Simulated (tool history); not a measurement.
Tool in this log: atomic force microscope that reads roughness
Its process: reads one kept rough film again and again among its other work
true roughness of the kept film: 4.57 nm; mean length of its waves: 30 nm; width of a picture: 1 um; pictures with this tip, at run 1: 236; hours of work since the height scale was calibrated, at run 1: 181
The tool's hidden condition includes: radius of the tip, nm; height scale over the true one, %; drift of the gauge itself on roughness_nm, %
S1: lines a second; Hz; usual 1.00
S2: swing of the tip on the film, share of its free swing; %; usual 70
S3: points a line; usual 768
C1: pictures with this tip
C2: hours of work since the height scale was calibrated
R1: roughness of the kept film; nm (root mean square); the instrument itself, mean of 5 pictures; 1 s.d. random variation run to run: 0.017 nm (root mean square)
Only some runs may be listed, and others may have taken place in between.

run 1 hour=0.0 | S1=1.00 S2=70 S3=768 | C1=236 C2=181 | R1=3.261
-- hour=14.0 new tip fitted
run 2 hour=23.6 | S1=1.00 S2=70 S3=768 | C1=9 C2=191 | R1=4.008
run 3 hour=47.6 | S1=1.00 S2=70 S3=768 | C1=32 C2=202 | R1=3.929
run 4 hour=60.0 | S1=1.00 S2=70 S3=768 | C1=44 C2=208 | R1=3.882
run 5 hour=74.2 | S1=1.00 S2=70 S3=768 | C1=58 C2=215 | R1=3.821
run 6 hour=90.0 | S1=1.00 S2=70 S3=768 | C1=73 C2=222 | R1=3.755
run 7 hour=104.9 | S1=1.00 S2=70 S3=336 | C1=88 C2=229 | R1=3.697
run 8 hour=121.3 | S1=1.35 S2=70 S3=768 | C1=103 C2=236 | R1=3.618
run 9 hour=134.2 | S1=1.35 S2=70 S3=768 | C1=116 C2=242 | R1=3.580
run 10 hour=151.9 | S1=1.00 S2=70 S3=741 | C1=133 C2=251 | R1=3.569
run 11 hour=165.3 | S1=0.56 S2=70 S3=741 | C1=146 C2=257 | R1=3.542
run 12 hour=184.9 | S1=0.56 S2=56 S3=741 | C1=165 C2=266 | R1=3.491
run 13 hour=197.7 | S1=0.56 S2=56 S3=741 | C1=177 C2=272 | R1=3.470
run 14 hour=215.8 | S1=0.56 S2=57 S3=741 | C1=195 C2=280 | R1=3.407
run 15 hour=237.3 | S1=1.00 S2=70 S3=768 | C1=216 C2=290 | R1=3.300
run 16 hour=259.0 | S1=1.00 S2=70 S3=768 | C1=237 C2=300 | R1=3.253
-- hour=272.6 new tip fitted
run 17 hour=274.9 | S1=1.00 S2=70 S3=768 | C1=3 C2=307 | R1=4.058
run 18 hour=286.2 | S1=1.00 S2=87 S3=768 | C1=13 C2=313 | R1=3.927
run 19 hour=310.0 | S1=1.00 S2=60 S3=768 | C1=36 C2=324 | R1=3.938
run 20 hour=322.1 | S1=1.48 S2=85 S3=768 | C1=48 C2=329 | R1=3.708
run 21 hour=344.3 | S1=1.78 S2=85 S3=768 | C1=70 C2=339 | R1=3.598
run 22 hour=359.9 | S1=0.97 S2=85 S3=447 | C1=85 C2=347 | R1=3.654
run 23 hour=373.5 | S1=0.57 S2=67 S3=447 | C1=98 C2=353 | R1=3.722
run 24 hour=395.4 | S1=0.88 S2=70 S3=371 | C1=119 C2=363 | R1=3.625
-- hour=398.0 height scale calibrated on a step standard
run 25 hour=413.1 | S1=0.88 S2=72 S3=314 | C1=135 C2=7 | R1=3.544
run 26 hour=426.1 | S1=0.91 S2=76 S3=762 | C1=148 C2=13 | R1=3.496
run 27 hour=436.3 | S1=1.52 S2=70 S3=585 | C1=158 C2=18 | R1=3.452
run 28 hour=455.9 | S1=1.52 S2=70 S3=585 | C1=177 C2=27 | R1=3.381
-- hour=471.9 height scale calibrated on a step standard, once more
run 29 hour=475.8 | S1=1.00 S2=87 S3=516 | C1=195 C2=2 | R1=3.283
run 30 hour=488.4 | S1=1.00 S2=69 S3=260 | C1=207 C2=8 | R1=3.303
run 31 hour=499.6 | S1=1.11 S2=83 S3=814 | C1=218 C2=13 | R1=3.218
run 32 hour=509.3 | S1=0.80 S2=56 S3=529 | C1=227 C2=17 | R1=3.282
-- hour=531.8 new tip fitted
run 33 hour=532.5 | S1=0.64 S2=61 S3=529 | C1=0 C2=28 | R1=4.109
run 34 hour=544.4 | S1=1.30 S2=75 S3=390 | C1=12 C2=33 | R1=3.903
run 35 hour=567.7 | S1=0.93 S2=68 S3=606 | C1=34 C2=44 | R1=3.902
run 36 hour=588.9 | S1=1.00 S2=89 S3=482 | C1=55 C2=54 | R1=3.712
run 37 hour=611.9 | S1=2.27 S2=55 S3=482 | C1=77 C2=65 | R1=3.737

What if the next run were any one of these 5? Each begins from the tool's condition after run 37:
run A hour=625.3 | S1=2.27 S2=56 S3=534 | C1=90 C2=71 | R1=?
run B hour=625.3 | S1=2.80 S2=75 S3=310 | C1=90 C2=71 | R1=?
run C hour=625.3 | S1=2.49 S2=63 S3=539 | C1=90 C2=71 | R1=?
run D hour=625.3 | S1=2.67 S2=70 S3=768 | C1=90 C2=71 | R1=?
run E hour=625.3 | S1=0.56 S2=64 S3=467 | C1=90 C2=71 | R1=?

run=A R1=3.681
run=B R1=3.500
run=C R1=3.635
run=D R1=3.607
run=E R1=3.750
With the hidden condition removed and each run's random variation left untouched, the same runs would have given:
run=A R1=4.042
run=B R1=3.841
run=C R1=3.991
run=D R1=3.960
run=E R1=4.116
